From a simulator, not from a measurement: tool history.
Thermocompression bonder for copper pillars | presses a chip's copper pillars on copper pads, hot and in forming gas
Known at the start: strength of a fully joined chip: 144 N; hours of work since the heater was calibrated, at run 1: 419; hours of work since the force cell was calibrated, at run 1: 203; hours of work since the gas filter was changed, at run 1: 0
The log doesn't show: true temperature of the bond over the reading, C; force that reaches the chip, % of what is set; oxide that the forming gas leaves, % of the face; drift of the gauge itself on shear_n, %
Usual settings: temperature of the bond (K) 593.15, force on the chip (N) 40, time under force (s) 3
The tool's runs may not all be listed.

run   hour  temperature of the bond (K)  force on the chip (N)  time under force (s)  hours of work since the heater was calibrated  hours of work since the force cell was calibrated  hours of work since the gas filter was changed  force that shears a chip off (N)
  1    0.0                       593.15                     40                     3                                            419                                                203                                               0                              82.2
  2   28.4                       594.15                     40                     3                                            433                                                218                                              15                              81.4
  3   59.1                       593.15                     40                     7                                            449                                                234                                              31                             101.1
  4  101.6                       585.15                     40                     7                                            472                                                256                                              53                              94.3
  5  124.2                       585.15                     40                     7                                            483                                                268                                              65                              95.1
  6  155.1                       585.15                     40                     7                                            499                                                284                                              81                              92.7
  7  190.0                       593.15                     40                     3                                            518                                                302                                              99                              74.9
     209.0  -- forming gas filter changed
  8  220.1                       593.15                     40                     3                                            533                                                318                                               6                              81.8
  9  245.0                       593.15                     40                     3                                            546                                                331                                              19                              79.7
 10  276.0                       593.15                     40                     3                                            562                                                347                                              35                              78.2
 11  299.1                       593.15                     40                     3                                            574                                                359                                              47                              78.5
 12  329.0                       586.15                     44                     3                                            590                                                374                                              62                              78.5
 13  354.7                       577.15                     33                     9                                            603                                                388                                              76                              78.1
 14  383.0                       617.15                     33                     9                                            618                                                403                                              91                             105.2
 15  412.1                       617.15                     33                     9                                            633                                                418                                             106                             103.0
     416.6  -- forming gas filter changed
     432.0  -- heater calibrated with a thermocouple chip
 16  445.2                       581.15                     24                     2                                              7                                                434                                              14                              35.6
 17  475.6                       581.15                     30                     6                                             23                                                449                                              30                              68.9
 18  504.2                       581.15                     31                     6                                             38                                                464                                              45                              71.0
 19  532.0                       581.15                     31                     6                                             52                                                479                                              59                              70.7
 20  566.8                       584.15                     44                     3                                             70                                                497                                              77                              79.3
 21  588.3                       584.15                     44                     3                                             81                                                508                                              88                              76.9
 22  618.9                       584.15                     44                     3                                             97                                                524                                             104                              77.5

3 ways to go on from here, each from the tool as it stands after run 22. What would each give?
     626.9  -- forming gas filter changed
  A  648.4                       593.15                     37                     3                                            112                                                539                                              11                                 ?
     626.9  -- forming gas filter changed
  B  648.4                       618.15                     44                     6                                            112                                                539                                              11                                 ?
     626.9  -- forming gas filter changed
  C  648.4                       578.15                     30                     3                                            112                                                539                                              11                                 ?

run  force that shears a chip off (N)
  A                              77.0
  B                             121.8
  C                              52.8
Without the tool's hidden state the same runs would have given:
run  force that shears a chip off (N)
  A                              81.3
  B                             125.7
  C                              56.2

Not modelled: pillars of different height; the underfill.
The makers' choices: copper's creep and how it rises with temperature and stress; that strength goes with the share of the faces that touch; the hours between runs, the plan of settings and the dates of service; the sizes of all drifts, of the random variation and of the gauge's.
